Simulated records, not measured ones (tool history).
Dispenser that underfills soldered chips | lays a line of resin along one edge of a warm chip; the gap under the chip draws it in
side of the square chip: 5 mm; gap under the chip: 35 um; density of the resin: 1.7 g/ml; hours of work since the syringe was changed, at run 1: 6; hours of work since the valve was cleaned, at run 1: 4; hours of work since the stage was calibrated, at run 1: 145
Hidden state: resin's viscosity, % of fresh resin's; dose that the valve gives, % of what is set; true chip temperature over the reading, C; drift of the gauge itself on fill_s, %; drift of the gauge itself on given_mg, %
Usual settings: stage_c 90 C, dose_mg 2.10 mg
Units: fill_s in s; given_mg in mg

run	hour	stage_c	dose_mg	hours of work since the syringe was changed	hours of work since the valve was cleaned	hours of work since the stage was calibrated	fill_s	given_mg
1	0.0	90	2.10	6	4	145	75.4	2.10
# hour 5.9: new syringe of resin
2	5.9	90	2.10	0	7	149	44.6	2.10
3	9.7	90	2.10	3	10	151	54.8	2.09
4	14.6	90	2.10	6	13	154	73.3	2.08
5	18.5	90	2.10	8	16	157	93.9	2.05
# hour 20.6: new syringe of resin
6	21.7	90	2.10	1	18	159	47.1	2.07
7	26.5	90	2.10	4	21	162	63.7	2.05
8	31.0	90	2.57	7	24	165	81.5	2.55
# hour 35.3: new syringe of resin
9	36.6	90	2.25	1	27	169	47.4	2.19
10	42.3	90	2.25	5	31	173	66.9	2.17
11	44.9	90	2.09	6	33	174	79.2	2.03
12	48.1	90	2.09	9	35	176	96.4	2.02
# hour 50.2: new syringe of resin
13	51.8	77	2.10	1	37	179	70.1	2.03
14	56.9	77	2.10	4	41	182	94.3	2.02
15	62.5	96	2.61	8	44	186	76.3	2.51
# hour 65.0: new syringe of resin
16	67.9	79	2.44	2	48	189	72.0	2.35
17	71.9	79	2.63	5	51	192	88.1	2.50
18	75.5	97	2.63	7	53	194	67.2	2.50
# hour 79.6: new syringe of resin
19	81.2	101	2.17	1	56	198	36.1	2.05
20	85.2	101	2.17	4	59	200	46.9	2.06
21	90.3	101	2.17	7	63	204	64.0	2.04
# hour 94.4: new syringe of resin
22	94.5	91	2.10	0	65	207	44.5	1.98
23	97.3	92	2.19	2	67	208	50.9	2.04
24	101.2	90	2.10	5	70	211	66.8	1.96
25	104.4	96	2.48	7	72	213	68.0	2.30
26	108.6	84	2.42	9	75	216	120.8	2.25

Forecast each of these 3 alternatives for the next run:
# hour 109.4: new syringe of resin
A	111.4	78	1.87	1	76	218	?	?
# hour 109.4: new syringe of resin
B	111.4	82	1.93	1	76	218	?	?
# hour 109.4: new syringe of resin
C	111.4	81	1.85	1	76	218	?	?

run	fill_s	given_mg
A	75.9	1.74
B	65.5	1.81
C	68.8	1.70
Without the tool's hidden state the same runs would have given:
run	fill_s	given_mg
A	66.2	1.88
B	57.2	1.94
C	60.0	1.83

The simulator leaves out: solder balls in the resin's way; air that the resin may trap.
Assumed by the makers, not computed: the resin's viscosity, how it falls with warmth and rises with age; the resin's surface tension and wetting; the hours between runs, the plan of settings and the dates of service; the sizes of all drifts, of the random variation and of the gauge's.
